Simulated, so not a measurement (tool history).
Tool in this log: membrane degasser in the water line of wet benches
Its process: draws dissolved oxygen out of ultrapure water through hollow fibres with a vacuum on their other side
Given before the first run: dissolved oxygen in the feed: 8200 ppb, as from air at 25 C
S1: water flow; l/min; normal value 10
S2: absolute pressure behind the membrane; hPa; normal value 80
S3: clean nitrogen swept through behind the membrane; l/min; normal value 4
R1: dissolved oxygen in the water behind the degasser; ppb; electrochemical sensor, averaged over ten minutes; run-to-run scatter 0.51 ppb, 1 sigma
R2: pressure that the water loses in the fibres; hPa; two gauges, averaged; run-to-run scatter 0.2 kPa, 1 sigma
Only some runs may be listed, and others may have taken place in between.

run 1 day=0 | S1=10 S2=80 S3=4 | R1=41 R2=420.6
run 2 day=1.283 | S1=10 S2=80 S3=4 | R1=40.4 R2=420.3
run 3 day=3.15 | S1=10 S2=80 S3=4 | R1=41.3 R2=421.3
run 4 day=4.938 | S1=10 S2=80 S3=4 | R1=41.6 R2=421.5
run 5 day=6.092 | S1=10 S2=80 S3=4 | R1=41 R2=422.2
run 6 day=7.029 | S1=10 S2=80 S3=4 | R1=40.5 R2=420
run 7 day=8.2 | S1=10 S2=80 S3=4 | R1=40.8 R2=425.6
run 8 day=9.567 | S1=10 S2=80 S3=4 | R1=40.9 R2=422.5
run 9 day=10.554 | S1=10 S2=80 S3=4 | R1=40.9 R2=425.4
run 10 day=12.3 | S1=10 S2=195.5 S3=4 | R1=111.4 R2=421.2
run 11 day=14.175 | S1=10 S2=80 S3=9.29 | R1=24.9 R2=421.8
run 12 day=15.975 | S1=10 S2=80 S3=9.29 | R1=24.3 R2=423.6
run 13 day=17.158 | S1=10 S2=80 S3=6.55 | R1=30 R2=423.5
run 14 day=18.6 | S1=10 S2=80 S3=11.47 | R1=21.8 R2=423
run 15 day=19.908 | S1=10 S2=80 S3=4 | R1=40.7 R2=425.2
run 16 day=21.121 | S1=10 S2=80 S3=4 | R1=41.4 R2=426
run 17 day=23.2 | S1=10 S2=80 S3=1.91 | R1=72.4 R2=423.4
run 18 day=24.921 | S1=13 S2=125.7 S3=3.23 | R1=133.1 R2=553.6
run 19 day=26.183 | S1=13 S2=80 S3=2.57 | R1=101.6 R2=557
run 20 day=27.654 | S1=10 S2=80 S3=4 | R1=40.3 R2=425.9
run 21 day=29.629 | S1=13 S2=80 S3=3.08 | R1=93.4 R2=556.2
run 22 day=31.058 | S1=11 S2=80 S3=4 | R1=51.6 R2=469.9
run 23 day=32.021 | S1=11 S2=80 S3=4 | R1=52 R2=471.7
run 24 day=33.879 | S1=11 S2=80 S3=4 | R1=53.2 R2=469.1
run 25 day=35.454 | S1=11 S2=80 S3=4 | R1=51.6 R2=473.6
run 26 day=37.221 | S1=12 S2=80 S3=4 | R1=64.6 R2=509.2
run 27 day=38.179 | S1=10 S2=182.1 S3=4 | R1=103.6 R2=427
run 28 day=39.829 | S1=10 S2=182.1 S3=9.71 | R1=49.9 R2=431.4
run 29 day=41.933 | S1=14 S2=166 S3=5.61 | R1=141.3 R2=601.4
run 30 day=44.096 | S1=14 S2=166 S3=5.61 | R1=141.5 R2=599.9
run 31 day=45.6 | S1=11 S2=79.9 S3=1.7 | R1=94.7 R2=469.9

4 ways to go on from here, each from the tool as it stands after run 31. What would each give?
run A day=47.333 | S1=14 S2=79.9 S3=1.7 | R1=? R2=?
run B day=47.333 | S1=11 S2=79.9 S3=5.06 | R1=? R2=?
run C day=47.333 | S1=10 S2=79.9 S3=1.7 | R1=? R2=?
run D day=47.333 | S1=6 S2=57.4 S3=2.1 | R1=? R2=?

run=A R1=153 R2=599.1
run=B R1=44.3 R2=471
run=C R1=79.5 R2=430.1
run=D R1=18.5 R2=256.5
Stripped of hidden state, with their random variation kept, the same runs would have yielded:
run=A R1=152.6 R2=587
run=B R1=44.1 R2=461.5
run=C R1=79.2 R2=421.5
run=D R1=18.4 R2=251.3
